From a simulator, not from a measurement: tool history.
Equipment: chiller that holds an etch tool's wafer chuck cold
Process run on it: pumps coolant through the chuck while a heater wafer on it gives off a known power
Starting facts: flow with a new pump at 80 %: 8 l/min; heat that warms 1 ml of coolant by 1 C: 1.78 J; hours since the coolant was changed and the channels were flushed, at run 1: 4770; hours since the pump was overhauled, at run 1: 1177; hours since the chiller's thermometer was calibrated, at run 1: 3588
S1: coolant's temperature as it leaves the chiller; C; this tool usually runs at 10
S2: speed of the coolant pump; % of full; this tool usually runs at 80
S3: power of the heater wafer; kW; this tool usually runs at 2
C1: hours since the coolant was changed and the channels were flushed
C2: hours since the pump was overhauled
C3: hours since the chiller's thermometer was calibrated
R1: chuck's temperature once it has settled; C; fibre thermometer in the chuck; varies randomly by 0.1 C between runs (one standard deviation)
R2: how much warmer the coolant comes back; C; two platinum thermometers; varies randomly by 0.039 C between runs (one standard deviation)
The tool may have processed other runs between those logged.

run,hour,S1,S2,S3,C1,C2,C3,R1,R2
1,0,10,80,2,4770,1177,3588,42.4,8.66
2,49.8,10,80,2,4820,1227,3638,42.6,8.68
3,76.1,10,80,2,4847,1253,3664,42.7,8.63
4,105.9,3,80,2,4876,1283,3694,35.5,8.6
5,127.8,3,80,2,4898,1305,3716,35.6,8.64
6,168.1,10,84,2,4939,1345,3756,41.3,8.16
7,215.7,10,73,2,4986,1392,3804,45.7,9.67
8,241.3,10,73,2,5012,1418,3829,45.7,9.67
9,262.8,10,73,2,5033,1440,3851,45.9,9.57
10,309.4,10,66,2,5080,1486,3897,49.1,10.75
11,348.7,10,80,1.371,5119,1525,3937,32.9,6.04
12,385.3,10,80,1.371,5156,1562,3973,32.7,5.93
13,435.3,1,80,1.107,5206,1612,4023,19.6,4.79
14,483.6,1,80,1.107,5254,1660,4072,19.7,4.83
15,529.7,1,82,1.107,5300,1706,4118,19.3,4.74
16,557.7,1,66,1.398,5328,1734,4146,29.1,7.63
# hour 602.7: chiller's thermometer calibrated
17,604.7,17,88,1.398,5374,1780,2,37.9,5.47
18,655.6,17,88,1.398,5425,1831,53,38,5.5
19,703.4,17,88,1.398,5473,1879,101,38.3,5.48
20,735,10,82,1.96,5504,1911,132,41.9,8.34
21,759,10,82,1.96,5528,1935,156,42,8.35
22,781,9,99,2.599,5550,1957,178,44.8,9.01
23,829.1,10,89,1.211,5599,2005,226,28.4,4.69

Alternative continuations, all from the tool just after run 23; predict every row:
A,857.9,7,65,1.448,5627,2034,255,?,?
B,857.9,14,62,2,5627,2034,255,?,?
C,857.9,5,80,2,5627,2034,255,?,?
D,857.9,5,89,1.211,5627,2034,255,?,?

run,R1,R2
A,36.4,8
B,56.2,11.64
C,38.4,8.78
D,23.6,4.73
With the hidden condition removed and each run's random variation left untouched, the same runs would have given:
run,R1,R2
A,30.3,7.7
B,47.4,11.2
C,31.4,8.45
D,19.7,4.55
